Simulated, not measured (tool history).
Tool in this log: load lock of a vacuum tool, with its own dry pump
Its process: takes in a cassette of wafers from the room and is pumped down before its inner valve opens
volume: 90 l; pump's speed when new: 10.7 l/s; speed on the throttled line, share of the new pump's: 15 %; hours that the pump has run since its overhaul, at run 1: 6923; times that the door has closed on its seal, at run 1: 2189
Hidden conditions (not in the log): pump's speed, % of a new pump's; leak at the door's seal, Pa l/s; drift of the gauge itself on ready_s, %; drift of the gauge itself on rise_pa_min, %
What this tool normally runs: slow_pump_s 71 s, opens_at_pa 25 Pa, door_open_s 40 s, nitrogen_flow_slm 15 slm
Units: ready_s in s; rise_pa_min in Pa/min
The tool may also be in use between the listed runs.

run	hour	slow_pump_s	opens_at_pa	door_open_s	nitrogen_flow_slm	hours that the pump has run since its overhaul	times that the door has closed on its seal	incoming humidity of the room's air, %	ready_s	rise_pa_min
1	0	71	25	40	15	6923	2189	46.9	134.4	0.019
2	102.6	71	25	40	15	7026	2568	46	134.8	0.017
3	202.9	71	25	40	15	7126	2939	40.8	135.4	0.017
4	284.3	41	25	40	15	7207	3240	45.3	109.9	0.014
5	387.5	41	25	26	15	7310	3621	41.7	109.3	0.016
6	478.4	41	25	26	15	7401	3956	46.9	109.6	0.017
7	574	41	25	26	15	7497	4310	45.2	109.3	0.019
8	718.1	71	25	40	7	7641	4842	43.4	135.1	0.031
9	806.4	71	25	40	15	7729	5168	44.1	132.9	0.029
10	968.8	62	25	40	15	7892	5768	43.3	128	0.026
11	1132.9	62	25	40	15	8056	6374	44.3	127.3	0.029
12	1263.5	62	25	40	15	8186	6856	43.4	128.5	0.026
13	1451.9	62	25	40	15	8375	7552	47.6	128.5	0.032
14	1578.3	62	25	40	15	8501	8019	45.4	128.3	0.028
15	1686.1	62	25	40	15	8609	8417	42.7	128.6	0.031
16	1792.6	89	25	40	11	8716	8811	47.3	150.5	0.037
17	1878.3	72	25	167	11	8801	9127	42	135.4	0.058
18	1955.5	72	25	167	11	8878	9412	42.8	135.4	0.056
19	2047.1	56	25	167	4	8970	9751	45.4	123.1	0.079
20	2124.5	71	25	42	15	9047	10036	44.2	136.2	0.04
21	2249.4	71	25	42	15	9172	10498	43.9	137.6	0.037
22	2392.6	71	22	39	15	9316	11027	48.9	137.3	0.041
23	2556.9	40	22	203	15	9480	11633	44.7	111.5	0.068
24	2725.3	71	21	64	15	9648	12255	45.5	138.2	0.045
25	2835.4	56	33	95	9	9758	12662	42.5	122	0.059
26	3020.4	56	33	95	9	9943	13346	45.9	120.9	0.07
27	3164.9	63	33	95	9	10088	13879	44.7	126.9	0.07
28	3324	63	33	95	9	10247	14467	44.9	127.2	0.072
29	3426.4	71	25	51	22	10349	14845	45.7	138.2	0.051
30	3542.9	71	25	61	38	10466	15276	43.9	135.8	0.052

Forecast each of these 5 alternatives for the next run:
A	3712	71	47	40	15	10635	15900	46.6	?	?
B	3712	71	25	41	17	10635	15900	47	?	?
C	3712	113	19	61	38	10635	15900	45.2	?	?
D	3712	73	40	142	38	10635	15900	43.9	?	?
E	3712	71	29	189	23	10635	15900	45.1	?	?

run	ready_s	rise_pa_min
A	132	0.063
B	136.5	0.06
C	175.6	0.052
D	135	0.062
E	134.9	0.068
The same runs, with their run-to-run variation unchanged, on a tool lacking any hidden condition would have given:
run	ready_s	rise_pa_min
A	126.4	0.017
B	130.4	0.014
C	169.6	0.006
D	129.1	0.016
E	128.9	0.021
